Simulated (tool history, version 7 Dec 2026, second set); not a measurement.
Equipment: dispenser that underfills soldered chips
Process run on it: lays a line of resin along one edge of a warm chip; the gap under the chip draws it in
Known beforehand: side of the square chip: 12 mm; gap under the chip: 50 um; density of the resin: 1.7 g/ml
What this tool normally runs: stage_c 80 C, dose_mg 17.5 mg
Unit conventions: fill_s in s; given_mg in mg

{"run": 1, "hour": 0.0, "stage_c": 80, "dose_mg": 17.5, "fill_s": 98.5, "given_mg": 17.1}
{"run": 2, "hour": 11.5, "stage_c": 80, "dose_mg": 17.5, "fill_s": 160.2, "given_mg": 17.0}
{"hour": 16.4, "done": "new syringe of resin"}
{"run": 3, "hour": 24.5, "stage_c": 80, "dose_mg": 17.5, "fill_s": 137.2, "given_mg": 16.88}
{"hour": 34.1, "done": "new syringe of resin"}
{"run": 4, "hour": 42.1, "stage_c": 80, "dose_mg": 17.5, "fill_s": 133.5, "given_mg": 16.8}
{"hour": 52.5, "done": "new syringe of resin"}
{"run": 5, "hour": 57.8, "stage_c": 80, "dose_mg": 17.5, "fill_s": 119.5, "given_mg": 16.81}
{"hour": 69.9, "done": "new syringe of resin"}
{"run": 6, "hour": 69.9, "stage_c": 80, "dose_mg": 17.5, "fill_s": 95.8, "given_mg": 16.67}
{"run": 7, "hour": 83.7, "stage_c": 80, "dose_mg": 17.5, "fill_s": 175.0, "given_mg": 16.72}
{"hour": 88.2, "done": "new syringe of resin"}
{"run": 8, "hour": 99.9, "stage_c": 80, "dose_mg": 17.5, "fill_s": 154.8, "given_mg": 16.59}
{"hour": 105.9, "done": "new syringe of resin"}
{"run": 9, "hour": 110.0, "stage_c": 80, "dose_mg": 17.5, "fill_s": 112.0, "given_mg": 16.52}
{"hour": 123.8, "done": "new syringe of resin"}
{"run": 10, "hour": 124.6, "stage_c": 80, "dose_mg": 20.2, "fill_s": 93.4, "given_mg": 19.1}
{"hour": 131.3, "done": "dispensing valve cleaned and set on the balance"}
{"run": 11, "hour": 138.3, "stage_c": 80, "dose_mg": 20.2, "fill_s": 162.0, "given_mg": 20.24}
{"hour": 142.3, "done": "new syringe of resin"}
{"run": 12, "hour": 153.4, "stage_c": 80, "dose_mg": 17.5, "fill_s": 146.5, "given_mg": 17.49}
{"hour": 160.7, "done": "new syringe of resin"}
{"run": 13, "hour": 169.5, "stage_c": 80, "dose_mg": 17.5, "fill_s": 134.1, "given_mg": 17.33}
{"hour": 178.8, "done": "new syringe of resin"}
{"run": 14, "hour": 182.6, "stage_c": 80, "dose_mg": 17.5, "fill_s": 107.9, "given_mg": 17.32}
{"hour": 196.3, "done": "new syringe of resin"}
{"run": 15, "hour": 199.9, "stage_c": 80, "dose_mg": 17.5, "fill_s": 108.3, "given_mg": 17.24}
{"run": 16, "hour": 211.8, "stage_c": 80, "dose_mg": 17.5, "fill_s": 180.5, "given_mg": 17.16}
{"hour": 214.6, "done": "new syringe of resin"}
{"run": 17, "hour": 225.3, "stage_c": 80, "dose_mg": 17.5, "fill_s": 150.2, "given_mg": 17.12}
{"hour": 232.2, "done": "new syringe of resin"}
{"run": 18, "hour": 241.7, "stage_c": 80, "dose_mg": 17.5, "fill_s": 141.5, "given_mg": 17.08}
{"hour": 249.9, "done": "new syringe of resin"}
{"run": 19, "hour": 253.2, "stage_c": 86, "dose_mg": 17.5, "fill_s": 79.9, "given_mg": 16.91}
{"run": 20, "hour": 263.7, "stage_c": 85, "dose_mg": 22.7, "fill_s": 129.2, "given_mg": 21.96}
{"hour": 267.8, "done": "new syringe of resin"}
{"run": 21, "hour": 274.4, "stage_c": 68, "dose_mg": 21.1, "fill_s": 215.0, "given_mg": 20.35}

Run 22 is up next; what results do you expect?
{"run": 22, "hour": 282.7, "stage_c": 83, "dose_mg": 17.5, "fill_s": "?", "given_mg": "?"}

fill_s: 154.5 s
given_mg: 16.84 mg
With no hidden state in the tool, this same run would have given fill_s 87.1 s, given_mg 17.48 mg.
